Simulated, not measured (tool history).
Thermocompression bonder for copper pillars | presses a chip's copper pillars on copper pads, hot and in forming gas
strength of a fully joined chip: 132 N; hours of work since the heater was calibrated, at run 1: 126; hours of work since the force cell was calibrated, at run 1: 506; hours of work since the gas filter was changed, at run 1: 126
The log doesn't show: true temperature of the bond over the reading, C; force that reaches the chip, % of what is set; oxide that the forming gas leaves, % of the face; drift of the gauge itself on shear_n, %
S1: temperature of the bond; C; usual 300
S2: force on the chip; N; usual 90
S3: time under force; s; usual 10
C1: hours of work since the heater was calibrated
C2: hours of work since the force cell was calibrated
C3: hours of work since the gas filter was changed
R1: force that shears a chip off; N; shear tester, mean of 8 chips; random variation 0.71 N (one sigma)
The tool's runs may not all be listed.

{"run": 1, "hour": 0.0, "S1": 300, "S2": 90, "S3": 10, "C1": 126, "C2": 506, "C3": 126, "R1": 62.5}
{"run": 2, "hour": 44.4, "S1": 300, "S2": 90, "S3": 10, "C1": 148, "C2": 528, "C3": 148, "R1": 62.4}
{"run": 3, "hour": 86.3, "S1": 300, "S2": 90, "S3": 10, "C1": 169, "C2": 548, "C3": 169, "R1": 61.2}
{"run": 4, "hour": 158.2, "S1": 300, "S2": 90, "S3": 10, "C1": 204, "C2": 584, "C3": 204, "R1": 62.4}
{"run": 5, "hour": 232.7, "S1": 300, "S2": 90, "S3": 10, "C1": 241, "C2": 621, "C3": 241, "R1": 62.6}
{"run": 6, "hour": 290.8, "S1": 284, "S2": 90, "S3": 10, "C1": 269, "C2": 649, "C3": 269, "R1": 49.1}
{"run": 7, "hour": 330.4, "S1": 300, "S2": 81, "S3": 10, "C1": 289, "C2": 669, "C3": 289, "R1": 59.7}
{"run": 8, "hour": 373.0, "S1": 300, "S2": 90, "S3": 13, "C1": 310, "C2": 690, "C3": 310, "R1": 67.7}
{"run": 9, "hour": 431.7, "S1": 300, "S2": 90, "S3": 13, "C1": 339, "C2": 719, "C3": 339, "R1": 67.4}
{"run": 10, "hour": 489.1, "S1": 300, "S2": 90, "S3": 10, "C1": 367, "C2": 747, "C3": 367, "R1": 62.5}
{"run": 11, "hour": 546.3, "S1": 300, "S2": 90, "S3": 10, "C1": 395, "C2": 775, "C3": 395, "R1": 62.4}
{"run": 12, "hour": 589.5, "S1": 300, "S2": 54, "S3": 10, "C1": 417, "C2": 797, "C3": 417, "R1": 47.9}
{"hour": 605.2, "done": "forming gas filter changed"}
{"run": 13, "hour": 669.5, "S1": 300, "S2": 90, "S3": 10, "C1": 456, "C2": 836, "C3": 32, "R1": 66.1}
{"run": 14, "hour": 741.7, "S1": 300, "S2": 90, "S3": 26, "C1": 492, "C2": 871, "C3": 67, "R1": 88.5}
{"run": 15, "hour": 778.8, "S1": 300, "S2": 90, "S3": 26, "C1": 510, "C2": 890, "C3": 86, "R1": 89.0}
{"run": 16, "hour": 818.5, "S1": 300, "S2": 90, "S3": 10, "C1": 529, "C2": 909, "C3": 105, "R1": 65.4}
{"run": 17, "hour": 877.3, "S1": 280, "S2": 90, "S3": 10, "C1": 558, "C2": 938, "C3": 134, "R1": 50.0}
{"run": 18, "hour": 952.2, "S1": 280, "S2": 90, "S3": 10, "C1": 595, "C2": 975, "C3": 171, "R1": 50.2}
{"run": 19, "hour": 988.3, "S1": 300, "S2": 126, "S3": 10, "C1": 613, "C2": 993, "C3": 189, "R1": 76.2}
{"run": 20, "hour": 1049.1, "S1": 314, "S2": 94, "S3": 6, "C1": 643, "C2": 1023, "C3": 219, "R1": 67.1}
{"run": 21, "hour": 1115.0, "S1": 314, "S2": 94, "S3": 6, "C1": 676, "C2": 1055, "C3": 252, "R1": 66.8}
{"run": 22, "hour": 1164.9, "S1": 305, "S2": 90, "S3": 7, "C1": 700, "C2": 1080, "C3": 276, "R1": 62.8}
{"run": 23, "hour": 1237.0, "S1": 314, "S2": 127, "S3": 12, "C1": 736, "C2": 1116, "C3": 312, "R1": 91.7}
{"hour": 1257.2, "done": "force cell calibrated"}
{"run": 24, "hour": 1291.6, "S1": 291, "S2": 90, "S3": 10, "C1": 762, "C2": 17, "C3": 338, "R1": 55.9}
{"run": 25, "hour": 1346.6, "S1": 317, "S2": 110, "S3": 10, "C1": 789, "C2": 44, "C3": 365, "R1": 83.4}
{"run": 26, "hour": 1384.1, "S1": 281, "S2": 84, "S3": 10, "C1": 808, "C2": 63, "C3": 383, "R1": 46.8}
{"run": 27, "hour": 1451.9, "S1": 281, "S2": 84, "S3": 10, "C1": 841, "C2": 96, "C3": 417, "R1": 46.4}
{"hour": 1457.9, "done": "heater calibrated with a thermocouple chip"}
{"hour": 1468.4, "done": "forming gas filter changed"}
{"run": 28, "hour": 1524.3, "S1": 285, "S2": 94, "S3": 23, "C1": 33, "C2": 131, "C3": 28, "R1": 76.4}
{"run": 29, "hour": 1573.5, "S1": 330, "S2": 94, "S3": 5, "C1": 57, "C2": 155, "C3": 52, "R1": 79.1}
{"run": 30, "hour": 1612.6, "S1": 300, "S2": 97, "S3": 10, "C1": 76, "C2": 174, "C3": 71, "R1": 72.5}
{"run": 31, "hour": 1662.4, "S1": 300, "S2": 97, "S3": 10, "C1": 101, "C2": 199, "C3": 96, "R1": 71.0}
{"run": 32, "hour": 1714.2, "S1": 284, "S2": 117, "S3": 10, "C1": 126, "C2": 224, "C3": 121, "R1": 63.5}
{"run": 33, "hour": 1750.5, "S1": 319, "S2": 115, "S3": 18, "C1": 144, "C2": 242, "C3": 139, "R1": 106.1}
{"run": 34, "hour": 1806.3, "S1": 300, "S2": 90, "S3": 10, "C1": 172, "C2": 270, "C3": 167, "R1": 68.4}
{"run": 35, "hour": 1887.8, "S1": 324, "S2": 90, "S3": 22, "C1": 212, "C2": 310, "C3": 207, "R1": 105.3}
{"hour": 1962.0, "done": "heater calibrated with a thermocouple chip, once more"}
{"run": 36, "hour": 1963.1, "S1": 324, "S2": 90, "S3": 22, "C1": 1, "C2": 346, "C3": 243, "R1": 98.3}
{"run": 37, "hour": 2011.3, "S1": 300, "S2": 107, "S3": 22, "C1": 24, "C2": 370, "C3": 267, "R1": 83.4}
{"run": 38, "hour": 2059.0, "S1": 275, "S2": 90, "S3": 6, "C1": 48, "C2": 393, "C3": 290, "R1": 33.6}

4 ways to go on from here, each from the tool as it stands after run 38. What would each give?
{"run": "A", "hour": 2123.8, "S1": 310, "S2": 125, "S3": 16, "C1": 80, "C2": 425, "C3": 322, "R1": "?"}
{"run": "B", "hour": 2123.8, "S1": 291, "S2": 68, "S3": 6, "C1": 80, "C2": 425, "C3": 322, "R1": "?"}
{"run": "C", "hour": 2123.8, "S1": 320, "S2": 90, "S3": 6, "C1": 80, "C2": 425, "C3": 322, "R1": "?"}
{"run": "D", "hour": 2123.8, "S1": 310, "S2": 90, "S3": 24, "C1": 80, "C2": 425, "C3": 322, "R1": "?"}

run=A R1=88.3
run=B R1=37.5
run=C R1=65.8
run=D R1=88.4
Without the tool's hidden state the same runs would have given:
run=A R1=91.0
run=B R1=38.1
run=C R1=67.3
run=D R1=91.0
